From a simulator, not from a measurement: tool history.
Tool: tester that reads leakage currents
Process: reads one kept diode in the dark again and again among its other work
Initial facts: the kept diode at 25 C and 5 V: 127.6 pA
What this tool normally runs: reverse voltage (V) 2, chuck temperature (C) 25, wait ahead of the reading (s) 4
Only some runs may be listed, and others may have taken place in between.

run,hour,reverse voltage (V),chuck temperature (C),wait ahead of the reading (s),current that the tester gives (pA)
1,0,2,25,4,90.92
2,177.7,2,25,4,88.76
3,342.4,2,25,4,87.11
4,459.7,2,25,4,86.12
5,589.4,6.1,25,4,124.31
# hour 603.7: probe card cleaned and baked
6,704.8,2.63,25,4,92.94
7,874.4,2.63,25,0.32,92.75
8,1021.3,2.63,25,0.32,91.76
9,1132.4,2.63,25,0.32,91.08
# hour 1218.8: probe card cleaned and baked, once more
10,1290.1,2.01,34,7.7,170.37
# hour 1305.3: chuck's temperature calibrated
11,1383.6,14.2,34,0.4,393.63
12,1569.9,14.2,34,0.4,388.26
13,1667.5,13.88,27,6.37,205.96
14,1836.7,13.88,24,0.4,164.83
15,1935.7,15.33,40,0.4,620.17

Some steps in current that the tester gives (pA) between neighbouring runs. How much of each would the tool show without its hidden state too (settings, what came in, random variation), and how much is left for the hidden state, with any gauge scatter that isn't in both results?
Hidden conditions of the tool in this case: stray current of the dirty probe card, pA a volt; current scale over the true one, %; true chuck temperature over the reading, C; drift of the gauge itself on leakage_pa, %.
Run 10 -> 11: reverse voltage (V) 2.01 -> 14.2, wait ahead of the reading (s) 7.7 -> 0.4, chuck's temperature calibrated. current that the tester gives (pA) +223.26: hidden state +35.3, all else +187.96.
Run 14 -> 15: reverse voltage (V) 13.88 -> 15.33, chuck temperature (C) 24 -> 40. current that the tester gives (pA) +455.34: hidden state -27.57, all else +482.91.
